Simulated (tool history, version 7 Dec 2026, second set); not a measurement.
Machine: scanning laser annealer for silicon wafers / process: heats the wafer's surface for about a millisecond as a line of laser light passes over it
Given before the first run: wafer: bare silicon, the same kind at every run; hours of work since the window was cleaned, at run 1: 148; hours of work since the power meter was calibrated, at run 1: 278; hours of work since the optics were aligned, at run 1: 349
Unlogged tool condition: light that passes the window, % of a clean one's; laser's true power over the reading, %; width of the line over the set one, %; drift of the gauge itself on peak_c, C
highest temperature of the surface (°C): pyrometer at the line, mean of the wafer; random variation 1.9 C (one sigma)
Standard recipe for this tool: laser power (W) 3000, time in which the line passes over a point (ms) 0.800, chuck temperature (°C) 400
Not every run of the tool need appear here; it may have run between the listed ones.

run,hour,laser power (W),time in which the line passes over a point (ms),chuck temperature (°C),hours of work since the window was cleaned,hours of work since the power meter was calibrated,hours of work since the optics were aligned,highest temperature of the surface (°C)
1,0.0,3000,0.800,400,148,278,349,1110
2,18.5,3000,0.800,400,157,287,358,1107
3,36.7,3000,0.800,400,166,296,366,1104
4,59.5,3000,0.800,400,177,306,377,1107
5,71.3,3000,0.800,400,182,312,383,1109
6,89.5,3000,0.800,432,191,321,392,1135
7,104.7,3000,0.800,432,198,328,399,1136
8,128.9,3000,0.800,416,210,340,411,1123
9,149.6,3000,0.800,416,220,350,420,1118
10,161.2,3000,0.957,400,225,355,426,1162
11,174.5,3000,0.957,400,232,362,432,1159
12,187.3,3000,0.931,400,238,368,439,1153
13,210.0,3000,0.931,400,249,379,449,1149
14,230.2,3000,0.931,400,259,388,459,1148
15,244.0,3000,0.931,437,265,395,466,1184
16,260.2,3000,0.800,400,273,403,473,1099
17,271.7,3000,0.800,400,278,408,479,1097
18,283.0,3000,0.800,400,284,414,484,1098
19,309.0,3000,0.800,400,296,426,497,1101
20,326.5,3000,0.800,400,305,435,505,1097
21,347.3,2639,0.800,400,315,445,515,987
22,362.8,2928,0.961,392,322,452,523,1124
23,379.7,2696,0.818,400,330,460,531,1012
24,398.5,3061,0.944,385,339,469,540,1149
25,409.5,2649,0.685,430,345,474,545,980
26,422.3,2562,0.685,402,351,481,551,924
27,440.6,2770,0.800,402,359,489,560,1026
28,451.6,2770,0.748,402,365,495,565,1006
29,474.3,2770,0.748,402,376,506,576,1003
30,495.9,2770,0.748,402,386,516,587,1004
31,508.3,3095,0.892,367,392,522,593,1117
32,531.9,2609,0.893,400,403,533,604,1003
33,547.3,3000,0.592,396,411,541,611,995
34,562.1,3000,0.592,373,418,548,618,975
35,581.3,2776,0.657,373,427,557,628,943
36,593.3,3230,0.866,400,433,563,633,1182
37,605.4,3230,0.866,400,439,568,639,1180
38,630.6,3000,0.575,370,451,580,651,961
39,649.8,3032,0.968,400,460,590,660,1154
# hour 663.0: window over the wafer cleaned
40,676.5,3265,0.988,400,6,602,672,1261
41,687.8,2896,0.875,424,12,607,678,1123
42,708.0,2896,0.875,424,22,617,687,1118

Table of differences, measured result less the result of that run with no hidden state. Run-to-run variation is the same in both. Gauge scatter possibly is not:
run,highest temperature of the surface (°C)
1,-24
2,-26
3,-26
4,-27
5,-28
6,-28
7,-29
8,-30
9,-31
10,-34
11,-35
12,-34
13,-35
14,-36
15,-37
16,-35
17,-35
18,-36
19,-37
20,-39
21,-33
22,-41
23,-35
24,-45
25,-33
26,-32
27,-38
28,-38
29,-39
30,-40
31,-50
32,-41
33,-41
34,-41
35,-41
36,-56
37,-57
38,-44
39,-56
40,-42
41,-34
42,-35

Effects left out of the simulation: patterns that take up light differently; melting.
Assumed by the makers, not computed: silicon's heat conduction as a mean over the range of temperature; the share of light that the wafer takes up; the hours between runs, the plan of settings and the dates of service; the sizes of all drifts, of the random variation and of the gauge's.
